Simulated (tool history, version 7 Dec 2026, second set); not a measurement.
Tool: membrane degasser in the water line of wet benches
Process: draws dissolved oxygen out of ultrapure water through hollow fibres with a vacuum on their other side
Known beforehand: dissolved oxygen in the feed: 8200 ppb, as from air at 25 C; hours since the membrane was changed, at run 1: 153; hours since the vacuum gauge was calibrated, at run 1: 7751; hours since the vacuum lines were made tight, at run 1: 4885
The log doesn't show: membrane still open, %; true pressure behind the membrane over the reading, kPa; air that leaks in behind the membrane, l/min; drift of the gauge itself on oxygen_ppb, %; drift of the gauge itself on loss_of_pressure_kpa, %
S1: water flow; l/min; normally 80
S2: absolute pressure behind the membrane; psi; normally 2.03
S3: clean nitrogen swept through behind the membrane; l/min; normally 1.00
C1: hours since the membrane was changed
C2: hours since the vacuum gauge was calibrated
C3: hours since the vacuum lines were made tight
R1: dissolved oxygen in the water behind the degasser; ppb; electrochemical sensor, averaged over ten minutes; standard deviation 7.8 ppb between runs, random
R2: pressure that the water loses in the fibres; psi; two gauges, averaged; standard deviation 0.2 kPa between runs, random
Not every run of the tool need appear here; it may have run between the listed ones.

run 1 hour=0.0 | S1=80 S2=2.03 S3=1.00 | C1=153 C2=7751 C3=4885 | R1=1283.0 R2=6.759
run 2 hour=28.1 | S1=80 S2=2.03 S3=1.00 | C1=181 C2=7779 C3=4913 | R1=1283.5 R2=6.698
-- hour=51.1 vacuum gauge calibrated
run 3 hour=74.8 | S1=80 S2=2.03 S3=1.00 | C1=227 C2=24 C3=4960 | R1=1281.4 R2=6.705
run 4 hour=97.8 | S1=80 S2=2.03 S3=1.00 | C1=250 C2=47 C3=4982 | R1=1284.7 R2=6.736
run 5 hour=120.1 | S1=80 S2=2.03 S3=1.00 | C1=272 C2=69 C3=5005 | R1=1283.0 R2=6.705
run 6 hour=158.6 | S1=54 S2=2.03 S3=1.00 | C1=311 C2=108 C3=5043 | R1=982.9 R2=4.527
run 7 hour=193.5 | S1=109 S2=2.03 S3=1.00 | C1=346 C2=142 C3=5078 | R1=1564.4 R2=9.190
run 8 hour=221.6 | S1=109 S2=2.03 S3=1.00 | C1=374 C2=171 C3=5106 | R1=1551.1 R2=9.081
run 9 hour=248.5 | S1=80 S2=2.57 S3=1.00 | C1=401 C2=197 C3=5133 | R1=1672.7 R2=6.676
run 10 hour=295.4 | S1=80 S2=2.57 S3=1.00 | C1=448 C2=244 C3=5180 | R1=1654.1 R2=6.738
run 11 hour=345.7 | S1=80 S2=2.03 S3=0.52 | C1=498 C2=295 C3=5230 | R1=1842.8 R2=6.620
run 12 hour=394.6 | S1=80 S2=2.03 S3=0.52 | C1=547 C2=343 C3=5279 | R1=1841.2 R2=6.664
run 13 hour=424.3 | S1=80 S2=2.03 S3=0.52 | C1=577 C2=373 C3=5309 | R1=1851.6 R2=6.672
-- hour=444.4 seals of the vacuum lines changed
run 14 hour=465.4 | S1=80 S2=1.74 S3=1.00 | C1=616 C2=412 C3=21 | R1=1075.9 R2=6.609
run 15 hour=513.5 | S1=80 S2=1.35 S3=0.51 | C1=664 C2=460 C3=69 | R1=1123.4 R2=6.646
run 16 hour=544.2 | S1=63 S2=1.35 S3=1.00 | C1=695 C2=491 C3=100 | R1=654.4 R2=5.195
run 17 hour=572.8 | S1=49 S2=1.35 S3=0.95 | C1=723 C2=520 C3=128 | R1=565.9 R2=4.128
run 18 hour=610.9 | S1=88 S2=2.81 S3=1.00 | C1=761 C2=558 C3=166 | R1=1903.0 R2=7.256
run 19 hour=649.0 | S1=88 S2=2.81 S3=1.00 | C1=799 C2=596 C3=205 | R1=1928.1 R2=7.239
run 20 hour=680.5 | S1=80 S2=5.05 S3=1.31 | C1=831 C2=627 C3=236 | R1=2620.5 R2=6.580
run 21 hour=719.5 | S1=80 S2=4.96 S3=1.31 | C1=870 C2=666 C3=275 | R1=2545.4 R2=6.615
run 22 hour=765.4 | S1=80 S2=4.51 S3=1.71 | C1=916 C2=712 C3=321 | R1=2015.4 R2=6.564

Here are 5 independent what-if runs from the current tool condition. What would each one return?
run A hour=797.6 | S1=54 S2=4.54 S3=0.60 | C1=948 C2=744 C3=353 | R1=? R2=?
run B hour=797.6 | S1=55 S2=4.51 S3=1.71 | C1=948 C2=744 C3=353 | R1=? R2=?
run C hour=797.6 | S1=98 S2=2.19 S3=0.47 | C1=948 C2=744 C3=353 | R1=? R2=?
run D hour=797.6 | S1=80 S2=2.07 S3=1.44 | C1=948 C2=744 C3=353 | R1=? R2=?
run E hour=797.6 | S1=78 S2=1.33 S3=1.00 | C1=948 C2=744 C3=353 | R1=? R2=?

run=A R1=2994.6 R2=4.415
run=B R1=1567.2 R2=4.522
run=C R1=2320.5 R2=8.060
run=D R1=1048.0 R2=6.559
run=E R1=747.0 R2=6.409
Without the tool's unlogged condition, the same runs would have read:
run=A R1=2994.6 R2=4.524
run=B R1=1567.1 R2=4.634
run=C R1=2320.4 R2=8.257
run=D R1=1048.0 R2=6.720
run=E R1=746.9 R2=6.566
